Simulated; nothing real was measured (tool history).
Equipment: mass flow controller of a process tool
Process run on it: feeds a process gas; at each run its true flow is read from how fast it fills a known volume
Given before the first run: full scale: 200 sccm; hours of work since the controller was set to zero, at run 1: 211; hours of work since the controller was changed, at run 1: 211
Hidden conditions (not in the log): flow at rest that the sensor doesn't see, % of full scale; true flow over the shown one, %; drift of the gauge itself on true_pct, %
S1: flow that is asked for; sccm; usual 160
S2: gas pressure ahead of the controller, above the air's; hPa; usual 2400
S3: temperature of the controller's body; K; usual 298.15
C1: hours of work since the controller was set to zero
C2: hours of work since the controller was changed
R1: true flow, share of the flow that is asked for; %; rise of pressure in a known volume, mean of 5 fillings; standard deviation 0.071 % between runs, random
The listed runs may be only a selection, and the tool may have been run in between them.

run	hour	S1	S2	S3	C1	C2	R1
1	0	160	2400	298.15	211	211	99.25
2	66.5	160	2400	298.15	263	263	99.32
3	166.9	160	2400	298.15	340	340	99.31
4	250.7	160	2400	302.15	405	405	99.37
5	358.5	160	2400	302.15	489	489	99.35
6	418.5	160	2400	311.15	535	535	99.81
7	484.4	160	2400	311.15	586	586	99.71
8	593.2	160	2400	311.15	670	670	99.75
9	677.6	160	2400	311.15	736	736	99.68
10	778.8	160	2400	298.15	814	814	99.03
11	888.8	160	2400	296.15	899	899	98.81
12	962.5	160	2400	296.15	956	956	98.87
13	1027.9	160	2400	296.15	1007	1007	98.7
14	1127.4	160	2400	296.15	1084	1084	98.96
# hour 1135.3: controller's zero set anew
15	1229.7	160	2400	296.15	73	1163	98.83
16	1320.4	160	2400	296.15	143	1233	98.89
# hour 1339.5: controller's zero set anew, once more
17	1403	160	2400	302.15	49	1297	99.21
18	1485.8	160	2400	302.15	113	1361	99.2
19	1557.3	39	2020	304.15	169	1416	98.24
20	1645	39	2020	304.15	237	1484	98.08
21	1703	39	2020	304.15	282	1529	98.26
22	1765.7	39	2020	304.15	330	1578	98.02
23	1829.3	23	1650	310.15	379	1627	98.02
24	1897.2	23	1650	310.15	432	1679	97.83
25	1995	70	2500	298.15	508	1755	97.93
26	2088.1	70	2650	297.15	580	1827	97.94
27	2176.8	37	2610	302.15	648	1896	97.33
28	2281.5	147	2180	298.15	729	1977	98.71
29	2383.6	42	2490	311.15	809	2056	97.8
30	2480.6	30	2450	293.15	884	2131	96.63
31	2593.8	30	2450	293.15	971	2219	96.45
32	2678.3	21	2450	302.15	1037	2284	96.37

3 options for the next run, each taken on its own from the tool as it stands now. Forecast them:
A	2775.9	160	1540	298.15	1112	2360	?
B	2775.9	47	1600	302.15	1112	2360	?
C	2775.9	160	2400	308.15	1112	2360	?

run	R1
A	98.7
B	97.41
C	98.94
Stripped of hidden state, with their random variation kept, the same runs would have yielded:
run	R1
A	99.7
B	98.94
C	99.94

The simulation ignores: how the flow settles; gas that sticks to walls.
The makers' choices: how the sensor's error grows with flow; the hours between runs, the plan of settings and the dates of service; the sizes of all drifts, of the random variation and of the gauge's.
